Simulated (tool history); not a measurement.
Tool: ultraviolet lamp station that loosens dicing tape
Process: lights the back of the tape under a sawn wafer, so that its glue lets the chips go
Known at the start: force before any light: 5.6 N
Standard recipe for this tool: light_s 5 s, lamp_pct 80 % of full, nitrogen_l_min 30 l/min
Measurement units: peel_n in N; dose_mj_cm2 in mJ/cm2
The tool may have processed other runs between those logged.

run 1 hour=0 | light_s=5 lamp_pct=80 nitrogen_l_min=30 | peel_n=0.451 dose_mj_cm2=546
run 2 hour=87.8 | light_s=4 lamp_pct=80 nitrogen_l_min=30 | peel_n=0.697 dose_mj_cm2=438
run 3 hour=152.1 | light_s=4 lamp_pct=80 nitrogen_l_min=12 | peel_n=1.08 dose_mj_cm2=435
run 4 hour=230 | light_s=5 lamp_pct=61 nitrogen_l_min=30 | peel_n=0.773 dose_mj_cm2=415
run 5 hour=266.1 | light_s=5 lamp_pct=61 nitrogen_l_min=30 | peel_n=0.767 dose_mj_cm2=414
run 6 hour=344.7 | light_s=2 lamp_pct=80 nitrogen_l_min=30 | peel_n=1.912 dose_mj_cm2=217
-- hour=353 lamp changed
run 7 hour=416 | light_s=3 lamp_pct=80 nitrogen_l_min=30 | peel_n=1.136 dose_mj_cm2=330
run 8 hour=460 | light_s=3 lamp_pct=80 nitrogen_l_min=30 | peel_n=1.16 dose_mj_cm2=325
-- hour=494.4 window cleaned of glue's vapour
run 9 hour=534.3 | light_s=5 lamp_pct=80 nitrogen_l_min=10 | peel_n=0.811 dose_mj_cm2=545
run 10 hour=613.8 | light_s=5 lamp_pct=80 nitrogen_l_min=10 | peel_n=0.81 dose_mj_cm2=545
run 11 hour=695 | light_s=5 lamp_pct=80 nitrogen_l_min=30 | peel_n=0.464 dose_mj_cm2=546
run 12 hour=781.9 | light_s=5 lamp_pct=80 nitrogen_l_min=20 | peel_n=0.566 dose_mj_cm2=543
run 13 hour=825.6 | light_s=7 lamp_pct=80 nitrogen_l_min=30 | peel_n=0.201 dose_mj_cm2=764
run 14 hour=865 | light_s=7 lamp_pct=80 nitrogen_l_min=30 | peel_n=0.204 dose_mj_cm2=765
run 15 hour=917.6 | light_s=7 lamp_pct=80 nitrogen_l_min=30 | peel_n=0.214 dose_mj_cm2=769
run 16 hour=988.9 | light_s=5 lamp_pct=80 nitrogen_l_min=17 | peel_n=0.586 dose_mj_cm2=550
run 17 hour=1048.5 | light_s=5 lamp_pct=80 nitrogen_l_min=17 | peel_n=0.61 dose_mj_cm2=548
run 18 hour=1108 | light_s=5 lamp_pct=80 nitrogen_l_min=30 | peel_n=0.451 dose_mj_cm2=549
-- hour=1173.9 window cleaned of glue's vapour
run 19 hour=1186.2 | light_s=5 lamp_pct=80 nitrogen_l_min=30 | peel_n=0.48 dose_mj_cm2=545
run 20 hour=1272.8 | light_s=5 lamp_pct=80 nitrogen_l_min=30 | peel_n=0.456 dose_mj_cm2=548
run 21 hour=1350.5 | light_s=5 lamp_pct=80 nitrogen_l_min=30 | peel_n=0.467 dose_mj_cm2=547
run 22 hour=1395.8 | light_s=5 lamp_pct=90 nitrogen_l_min=30 | peel_n=0.35 dose_mj_cm2=616
run 23 hour=1459.5 | light_s=3 lamp_pct=90 nitrogen_l_min=37 | peel_n=0.877 dose_mj_cm2=373
run 24 hour=1530.1 | light_s=2 lamp_pct=90 nitrogen_l_min=37 | peel_n=1.595 dose_mj_cm2=249
run 25 hour=1593.5 | light_s=5 lamp_pct=80 nitrogen_l_min=15 | peel_n=0.648 dose_mj_cm2=550
run 26 hour=1635.7 | light_s=5 lamp_pct=80 nitrogen_l_min=15 | peel_n=0.665 dose_mj_cm2=543
run 27 hour=1724.1 | light_s=4 lamp_pct=89 nitrogen_l_min=17 | peel_n=0.762 dose_mj_cm2=482
run 28 hour=1809.9 | light_s=4 lamp_pct=89 nitrogen_l_min=17 | peel_n=0.794 dose_mj_cm2=480
-- hour=1850 window cleaned of glue's vapour
run 29 hour=1872.4 | light_s=7 lamp_pct=89 nitrogen_l_min=17 | peel_n=0.234 dose_mj_cm2=853
run 30 hour=1932.8 | light_s=7 lamp_pct=89 nitrogen_l_min=17 | peel_n=0.221 dose_mj_cm2=850
run 31 hour=1979.3 | light_s=6 lamp_pct=89 nitrogen_l_min=15 | peel_n=0.339 dose_mj_cm2=724
run 32 hour=2029.5 | light_s=10 lamp_pct=80 nitrogen_l_min=30 | peel_n=0.109 dose_mj_cm2=1087
-- hour=2079.1 lamp changed
run 33 hour=2100.1 | light_s=4 lamp_pct=64 nitrogen_l_min=33 | peel_n=0.991 dose_mj_cm2=342
run 34 hour=2163 | light_s=2 lamp_pct=79 nitrogen_l_min=30 | peel_n=1.994 dose_mj_cm2=208
run 35 hour=2221.4 | light_s=5 lamp_pct=61 nitrogen_l_min=49 | peel_n=0.649 dose_mj_cm2=415
run 36 hour=2286.4 | light_s=7 lamp_pct=80 nitrogen_l_min=16 | peel_n=0.31 dose_mj_cm2=768
run 37 hour=2371.9 | light_s=9 lamp_pct=97 nitrogen_l_min=14 | peel_n=0.122 dose_mj_cm2=1189
run 38 hour=2415.5 | light_s=8 lamp_pct=76 nitrogen_l_min=30 | peel_n=0.169 dose_mj_cm2=828
run 39 hour=2493.2 | light_s=5 lamp_pct=80 nitrogen_l_min=30 | peel_n=0.464 dose_mj_cm2=552
-- hour=2527.4 window cleaned of glue's vapour
run 40 hour=2556.6 | light_s=5 lamp_pct=80 nitrogen_l_min=20 | peel_n=0.531 dose_mj_cm2=544
run 41 hour=2619 | light_s=6 lamp_pct=64 nitrogen_l_min=31 | peel_n=0.457 dose_mj_cm2=526
run 42 hour=2680.9 | light_s=4 lamp_pct=87 nitrogen_l_min=30 | peel_n=0.607 dose_mj_cm2=476
run 43 hour=2729 | light_s=9 lamp_pct=99 nitrogen_l_min=36 | peel_n=0.093 dose_mj_cm2=1225

Same runs, no hidden state in the tool, same run-to-run variation:
What the log doesn't record here: lamp's light, % of a new lamp's; light that the window lets through, % of a clean one's; drift of the gauge itself on peel_n, %; drift of the gauge itself on dose_mj_cm2, %.
run=1 dose_mj_cm2=548
run=2 dose_mj_cm2=439
run=3 dose_mj_cm2=436
run=4 dose_mj_cm2=416
run=5 dose_mj_cm2=416
run=6 dose_mj_cm2=218
run=7 dose_mj_cm2=330
run=8 dose_mj_cm2=326
run=9 dose_mj_cm2=546
run=10 dose_mj_cm2=546
run=11 dose_mj_cm2=547
run=12 dose_mj_cm2=543
run=13 dose_mj_cm2=765
run=14 dose_mj_cm2=766
run=15 dose_mj_cm2=770
run=16 dose_mj_cm2=552
run=17 dose_mj_cm2=549
run=18 dose_mj_cm2=550
run=19 dose_mj_cm2=546
run=20 dose_mj_cm2=549
run=21 dose_mj_cm2=548
run=22 dose_mj_cm2=617
run=23 dose_mj_cm2=374
run=24 dose_mj_cm2=249
run=25 dose_mj_cm2=552
run=26 dose_mj_cm2=545
run=27 dose_mj_cm2=483
run=28 dose_mj_cm2=482
run=29 dose_mj_cm2=856
run=30 dose_mj_cm2=853
run=31 dose_mj_cm2=727
run=32 dose_mj_cm2=1092
run=33 dose_mj_cm2=342
run=34 dose_mj_cm2=208
run=35 dose_mj_cm2=415
run=36 dose_mj_cm2=769
run=37 dose_mj_cm2=1190
run=38 dose_mj_cm2=829
run=39 dose_mj_cm2=553
run=40 dose_mj_cm2=544
run=41 dose_mj_cm2=527
run=42 dose_mj_cm2=477
run=43 dose_mj_cm2=1227
peel_n: within 0.009 N of the measured result in every run.
